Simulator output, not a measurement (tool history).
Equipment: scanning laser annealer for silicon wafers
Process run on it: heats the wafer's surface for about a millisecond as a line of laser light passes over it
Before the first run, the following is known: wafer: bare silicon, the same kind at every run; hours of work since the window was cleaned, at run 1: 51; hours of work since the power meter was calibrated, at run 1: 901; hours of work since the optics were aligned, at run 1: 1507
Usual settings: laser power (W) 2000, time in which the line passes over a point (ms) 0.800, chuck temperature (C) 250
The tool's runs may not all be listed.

run,hour,laser power (W),time in which the line passes over a point (ms),chuck temperature (C),hours of work since the window was cleaned,hours of work since the power meter was calibrated,hours of work since the optics were aligned,highest temperature of the surface (C)
1,0.0,2000,0.800,250,51,901,1507,973
2,28.3,2000,0.800,250,72,921,1528,972
3,56.5,2000,0.800,250,92,942,1548,969
4,83.0,2000,0.800,250,111,961,1567,968
5,116.6,1808,0.800,250,136,985,1592,896
6,142.5,1808,0.800,250,154,1004,1610,897
7,170.6,1876,0.800,250,175,1024,1631,923
8,216.8,2000,0.800,250,208,1057,1664,969
9,256.5,2009,0.800,250,237,1086,1693,968
10,283.8,2000,0.800,250,256,1106,1712,965
11,338.3,2000,0.800,250,296,1145,1752,963
12,383.8,2000,0.800,250,329,1178,1785,960
# hour 389.9: laser's power meter calibrated
13,426.1,2000,0.800,250,357,26,1813,957
14,464.5,2000,0.800,250,385,54,1841,953
15,493.8,2000,0.800,256,406,75,1862,960
16,519.8,2000,0.800,277,425,94,1881,983
17,555.4,2000,0.800,277,450,119,1906,979
18,582.2,2000,0.800,250,470,139,1926,953
# hour 588.9: window over the wafer cleaned
19,613.2,2000,0.800,255,18,160,1947,973
# hour 650.8: optics aligned, line set to its width
20,673.0,2000,0.800,250,57,199,16,978
21,703.1,2000,0.800,250,79,221,38,978
# hour 711.0: laser's power meter calibrated, once more
22,756.0,2107,0.800,224,115,33,74,998
23,780.2,2106,0.738,276,132,50,91,1011
24,816.2,2106,0.840,276,158,76,117,1071
25,865.0,2106,0.840,276,194,111,153,1066
26,921.3,2106,0.840,276,234,152,193,1068
27,961.5,1880,0.800,250,263,181,222,934
28,1000.2,2071,0.800,250,291,209,250,1003
29,1051.5,2071,0.800,250,328,246,287,998
30,1106.7,2000,0.593,250,368,286,327,856
31,1161.0,1789,0.732,250,407,325,366,860
32,1188.3,1837,0.832,250,427,345,386,925
33,1233.9,1837,0.832,280,460,378,419,953
# hour 1251.8: window over the wafer cleaned
34,1258.8,1981,0.615,278,5,394,435,902
35,1290.6,1981,0.646,281,28,417,458,920
36,1345.8,1981,0.646,281,68,457,498,919
37,1382.6,2126,0.796,250,94,483,525,1028
38,1437.2,1855,0.619,246,134,523,564,827
39,1485.7,1855,0.619,246,169,558,599,831
40,1534.2,1751,0.800,240,204,593,634,876

Per-run results on a tool with no hidden state, each run keeping its own random variation:
Unlogged tool condition in this case: light that passes the window, % of a clean one's; laser's true power over the reading, %; width of the line over the set one, %; drift of the gauge itself on peak_c, C.
run,highest temperature of the surface (C)
1,990
2,989
3,987
4,987
5,914
6,916
7,944
8,992
9,993
10,990
11,990
12,988
13,989
14,987
15,995
16,1018
17,1015
18,990
19,994
20,988
21,989
22,1004
23,1018
24,1080
25,1077
26,1080
27,946
28,1017
29,1014
30,870
31,876
32,944
33,973
34,905
35,925
36,925
37,1037
38,835
39,840
40,887
